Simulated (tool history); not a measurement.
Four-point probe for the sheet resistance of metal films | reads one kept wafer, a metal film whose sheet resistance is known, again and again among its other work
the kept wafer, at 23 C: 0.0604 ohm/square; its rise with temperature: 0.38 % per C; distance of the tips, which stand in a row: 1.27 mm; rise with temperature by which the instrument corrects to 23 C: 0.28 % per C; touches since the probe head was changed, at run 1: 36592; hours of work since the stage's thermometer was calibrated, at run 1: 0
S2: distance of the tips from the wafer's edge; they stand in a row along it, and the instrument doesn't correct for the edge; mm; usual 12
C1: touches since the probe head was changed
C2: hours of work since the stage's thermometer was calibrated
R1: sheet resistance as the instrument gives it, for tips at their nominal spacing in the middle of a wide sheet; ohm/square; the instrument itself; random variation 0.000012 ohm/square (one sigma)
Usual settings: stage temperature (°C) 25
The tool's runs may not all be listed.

{"run": 1, "day": 0.0, "stage temperature (°C)": 25, "S2": 12, "C1": 36592, "C2": 0, "R1": 0.061108}
{"run": 2, "day": 1.575, "stage temperature (°C)": 25, "S2": 12, "C1": 37665, "C2": 27, "R1": 0.061105}
{"run": 3, "day": 3.125, "stage temperature (°C)": 25, "S2": 12, "C1": 38718, "C2": 53, "R1": 0.061136}
{"run": 4, "day": 4.008, "stage temperature (°C)": 25, "S2": 12, "C1": 39319, "C2": 67, "R1": 0.061126}
{"run": 5, "day": 5.679, "stage temperature (°C)": 30, "S2": 12, "C1": 40456, "C2": 95, "R1": 0.061439}
{"run": 6, "day": 6.383, "stage temperature (°C)": 25, "S2": 36, "C1": 40936, "C2": 107, "R1": 0.0608}
{"run": 7, "day": 7.958, "stage temperature (°C)": 25, "S2": 36, "C1": 42005, "C2": 134, "R1": 0.060815}
{"run": 8, "day": 8.846, "stage temperature (°C)": 25, "S2": 36, "C1": 42609, "C2": 149, "R1": 0.06083}
{"run": 9, "day": 10.392, "stage temperature (°C)": 28, "S2": 12, "C1": 43661, "C2": 175, "R1": 0.061328}
{"run": 10, "day": 11.462, "stage temperature (°C)": 28, "S2": 12, "C1": 44390, "C2": 193, "R1": 0.061306}
{"run": 11, "day": 12.325, "stage temperature (°C)": 25, "S2": 12, "C1": 44977, "C2": 207, "R1": 0.061158}
{"run": 12, "day": 13.312, "stage temperature (°C)": 24, "S2": 12, "C1": 45650, "C2": 224, "R1": 0.061107}
{"run": 13, "day": 14.442, "stage temperature (°C)": 25, "S2": 53, "C1": 46417, "C2": 243, "R1": 0.060822}
{"run": 14, "day": 15.588, "stage temperature (°C)": 25, "S2": 38, "C1": 47196, "C2": 262, "R1": 0.060853}
{"run": 15, "day": 16.508, "stage temperature (°C)": 25, "S2": 12, "C1": 47824, "C2": 278, "R1": 0.061176}
{"run": 16, "day": 17.317, "stage temperature (°C)": 25, "S2": 12, "C1": 48372, "C2": 291, "R1": 0.061175}
{"run": 17, "day": 18.821, "stage temperature (°C)": 25, "S2": 40, "C1": 49396, "C2": 316, "R1": 0.060828}
{"run": 18, "day": 20.525, "stage temperature (°C)": 25, "S2": 40, "C1": 50554, "C2": 345, "R1": 0.060844}
{"run": 19, "day": 21.379, "stage temperature (°C)": 18, "S2": 12, "C1": 51136, "C2": 359, "R1": 0.060755}
{"run": 20, "day": 22.292, "stage temperature (°C)": 18, "S2": 12, "C1": 51759, "C2": 375, "R1": 0.060742}
{"run": 21, "day": 23.167, "stage temperature (°C)": 18, "S2": 12, "C1": 52353, "C2": 389, "R1": 0.060757}
{"run": 22, "day": 24.046, "stage temperature (°C)": 31, "S2": 12, "C1": 52951, "C2": 404, "R1": 0.061539}
{"run": 23, "day": 25.671, "stage temperature (°C)": 28, "S2": 12, "C1": 54055, "C2": 431, "R1": 0.061368}
{"run": 24, "day": 26.892, "stage temperature (°C)": 23, "S2": 17, "C1": 54888, "C2": 452, "R1": 0.060906}
{"run": 25, "day": 27.938, "stage temperature (°C)": 26, "S2": 49, "C1": 55598, "C2": 470, "R1": 0.060924}
{"run": 26, "day": 29.558, "stage temperature (°C)": 24, "S2": 7, "C1": 56700, "C2": 497, "R1": 0.06185}
{"run": 27, "day": 31.071, "stage temperature (°C)": 28, "S2": 9, "C1": 57730, "C2": 522, "R1": 0.061667}
{"run": 28, "day": 32.283, "stage temperature (°C)": 21, "S2": 8, "C1": 58554, "C2": 543, "R1": 0.061408}
{"run": 29, "day": 33.171, "stage temperature (°C)": 25, "S2": 5, "C1": 59157, "C2": 558, "R1": 0.0629}
{"run": 30, "day": 34.121, "stage temperature (°C)": 25, "S2": 5, "C1": 59804, "C2": 574, "R1": 0.062907}
{"run": 31, "day": 35.421, "stage temperature (°C)": 26, "S2": 6, "C1": 60688, "C2": 595, "R1": 0.062329}
{"run": 32, "day": 36.938, "stage temperature (°C)": 26, "S2": 6, "C1": 61722, "C2": 621, "R1": 0.062352}
{"run": 33, "day": 37.858, "stage temperature (°C)": 25, "S2": 20, "C1": 62348, "C2": 636, "R1": 0.060987}
{"run": 34, "day": 39.279, "stage temperature (°C)": 25, "S2": 20, "C1": 63314, "C2": 660, "R1": 0.060991}
{"run": 35, "day": 40.167, "stage temperature (°C)": 35, "S2": 4, "C1": 63916, "C2": 675, "R1": 0.064594}
{"run": 36, "day": 41.767, "stage temperature (°C)": 35, "S2": 19, "C1": 65006, "C2": 702, "R1": 0.061599}
{"run": 37, "day": 43.146, "stage temperature (°C)": 21, "S2": 4, "C1": 65944, "C2": 725, "R1": 0.063745}
{"run": 38, "day": 44.154, "stage temperature (°C)": 21, "S2": 4, "C1": 66629, "C2": 742, "R1": 0.063755}
{"run": 39, "day": 45.483, "stage temperature (°C)": 21, "S2": 4, "C1": 67535, "C2": 765, "R1": 0.063752}
{"run": 40, "day": 46.612, "stage temperature (°C)": 19, "S2": 68, "C1": 68302, "C2": 784, "R1": 0.060538}
{"run": 41, "day": 47.775, "stage temperature (°C)": 19, "S2": 68, "C1": 69095, "C2": 803, "R1": 0.060571}
{"run": 42, "day": 48.6, "stage temperature (°C)": 33, "S2": 52, "C1": 69656, "C2": 817, "R1": 0.061372}
{"run": 43, "day": 49.671, "stage temperature (°C)": 28, "S2": 52, "C1": 70383, "C2": 835, "R1": 0.061081}
{"run": 44, "day": 50.692, "stage temperature (°C)": 28, "S2": 52, "C1": 71077, "C2": 852, "R1": 0.061103}
{"run": 45, "day": 51.571, "stage temperature (°C)": 21, "S2": 16, "C1": 71674, "C2": 867, "R1": 0.060875}

Forecast each of these 3 alternatives for the next run:
{"run": "A", "day": 52.433, "stage temperature (°C)": 24, "S2": 8, "C1": 72262, "C2": 881, "R1": "?"}
{"run": "B", "day": 52.433, "stage temperature (°C)": 21, "S2": 16, "C1": 72262, "C2": 881, "R1": "?"}
{"run": "C", "day": 52.433, "stage temperature (°C)": 25, "S2": 3, "C1": 72262, "C2": 881, "R1": "?"}

run=A R1=0.061652
run=B R1=0.060874
run=C R1=0.066195
Without the tool's hidden state the same runs would have given:
run=A R1=0.061258
run=B R1=0.060485
run=C R1=0.065775

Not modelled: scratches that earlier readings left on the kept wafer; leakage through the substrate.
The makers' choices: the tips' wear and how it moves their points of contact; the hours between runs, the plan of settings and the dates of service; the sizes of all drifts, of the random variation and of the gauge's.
